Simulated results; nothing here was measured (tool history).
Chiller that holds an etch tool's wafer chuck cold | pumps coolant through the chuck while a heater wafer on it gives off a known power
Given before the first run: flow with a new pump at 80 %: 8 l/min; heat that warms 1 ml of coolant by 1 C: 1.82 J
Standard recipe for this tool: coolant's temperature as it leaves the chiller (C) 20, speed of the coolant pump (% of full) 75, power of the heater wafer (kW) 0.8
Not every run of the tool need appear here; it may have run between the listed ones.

run	hour	coolant's temperature as it leaves the chiller (C)	speed of the coolant pump (% of full)	power of the heater wafer (kW)	chuck's temperature once it has settled (C)	how much warmer the coolant comes back (C)
1	0	20	75	0.8	26.5	3.56
2	58.2	20	75	0.8	26.45	3.53
3	89.5	20	75	0.8	26.4	3.58
4	120.4	20	75	0.8	26.39	3.55
5	160.3	19	75	0.8	25.42	3.55
6	221	19	75	0.8	25.42	3.51
7	267.1	20	93	0.8	25	2.82
8	320	30	62	0.74	37.11	4.01
9	358.6	28	90	0.8	33.43	2.91
10	411.2	28	90	0.8	33.29	2.93
11	469.8	28	84	1.145	36.26	4.5

What will run 12 give?
12	495.7	11	97	0.552	?	?

chuck's temperature once it has settled (C): 14.41
how much warmer the coolant comes back (C): 1.87
With no hidden state in the tool, this same run would have given chuck's temperature once it has settled (C) 14.41, how much warmer the coolant comes back (C) 1.86.
